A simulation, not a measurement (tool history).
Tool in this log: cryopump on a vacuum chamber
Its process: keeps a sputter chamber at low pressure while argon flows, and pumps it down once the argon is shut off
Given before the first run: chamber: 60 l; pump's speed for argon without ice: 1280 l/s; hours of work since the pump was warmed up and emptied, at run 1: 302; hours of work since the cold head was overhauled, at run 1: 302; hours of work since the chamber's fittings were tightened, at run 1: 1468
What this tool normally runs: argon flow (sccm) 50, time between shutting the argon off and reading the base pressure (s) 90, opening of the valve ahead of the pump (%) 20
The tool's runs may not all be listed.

run,hour,argon flow (sccm),time between shutting the argon off and reading the base pressure (s),opening of the valve ahead of the pump (%),hours of work since the pump was warmed up and emptied,hours of work since the cold head was overhauled,hours of work since the chamber's fittings were tightened,pressure while argon flows (Pa),pressure after the wait (uPa)
1,0.0,50,90,20,302,302,1468,0.3359,2.95
2,64.8,50,32,20,344,344,1510,0.3388,5.01
3,116.2,50,32,20,377,377,1544,0.3390,5.16
4,156.2,50,32,20,403,403,1569,0.3384,5.22
5,216.2,50,32,20,442,442,1608,0.3416,5.20
6,259.9,50,32,20,470,470,1637,0.3373,5.17
7,305.4,50,25,20,500,500,1666,0.3424,6.45
8,336.4,50,25,20,520,520,1686,0.3434,6.29
9,371.7,50,25,20,543,543,1709,0.3429,6.39
10,401.7,50,171,21,562,562,1729,0.3280,2.56
11,463.4,50,107,21,602,602,1768,0.3297,3.18
12,520.2,50,236,21,639,639,1805,0.3280,2.58
13,566.5,54,52,17,669,669,1835,0.4386,4.37
14,615.8,54,52,17,701,701,1867,0.4358,4.45
15,675.9,50,90,30,740,740,1906,0.2380,3.52
16,705.5,24,24,30,759,759,1925,0.1137,7.06
# hour 736.4: pump warmed up, emptied and cooled again
17,769.4,31,66,20,21,797,1963,0.2054,3.67
18,799.9,21,35,34,41,817,1983,0.0823,5.01

Forecast each of these 3 alternatives for the next run:
A,850.2,21,34,38,74,849,2016,?,?
B,850.2,60,78,16,74,849,2016,?,?
C,850.2,100,72,36,74,849,2016,?,?

run,pressure while argon flows (Pa),pressure after the wait (uPa)
A,0.0742,5.26
B,0.4974,3.46
C,0.3716,3.52
Without the tool's unlogged condition, the same runs would have read:
run,pressure while argon flows (Pa),pressure after the wait (uPa)
A,0.0733,3.51
B,0.4949,1.68
C,0.3674,1.78
